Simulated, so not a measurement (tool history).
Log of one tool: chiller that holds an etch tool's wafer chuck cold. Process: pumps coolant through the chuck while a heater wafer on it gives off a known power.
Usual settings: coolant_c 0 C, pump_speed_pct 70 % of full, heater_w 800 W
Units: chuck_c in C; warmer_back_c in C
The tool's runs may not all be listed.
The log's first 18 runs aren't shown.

run	hour	coolant_c	pump_speed_pct	heater_w	chuck_c	warmer_back_c
19	1219.7	0	60	438	4.79	1.5
20	1285.1	1	74	579	6.27	1.6
21	1328.3	-9	74	520	-4.13	1.46
22	1417.9	0	67	888	8.88	2.72
23	1469	0	67	888	8.76	2.71
24	1545	0	67	964	9.63	2.96
25	1623.4	-1	97	812	5.03	1.72
26	1694.5	-6	68	959	3.52	2.91
27	1783.3	8	70	800	15.72	2.38
28	1833.4	8	70	800	15.72	2.37
29	1925.6	0	72	800	7.48	2.29
30	1985.4	-5	77	871	2.8	2.33
31	2033.8	-5	64	1007	5.66	3.27
32	2116.3	10	75	800	17.23	2.2
33	2189.2	8	83	800	14.71	1.99

Forecast each of these 3 alternatives for the next run:
A	2242.3	-9	73	758	?	?
B	2242.3	0	95	800	?	?
C	2242.3	3	64	895	?	?

run	chuck_c	warmer_back_c
A	-1.95	2.17
B	6	1.73
C	12.48	2.9
Without the tool's hidden state the same runs would have given:
run	chuck_c	warmer_back_c
A	-2.56	1.99
B	5.51	1.59
C	11.62	2.65
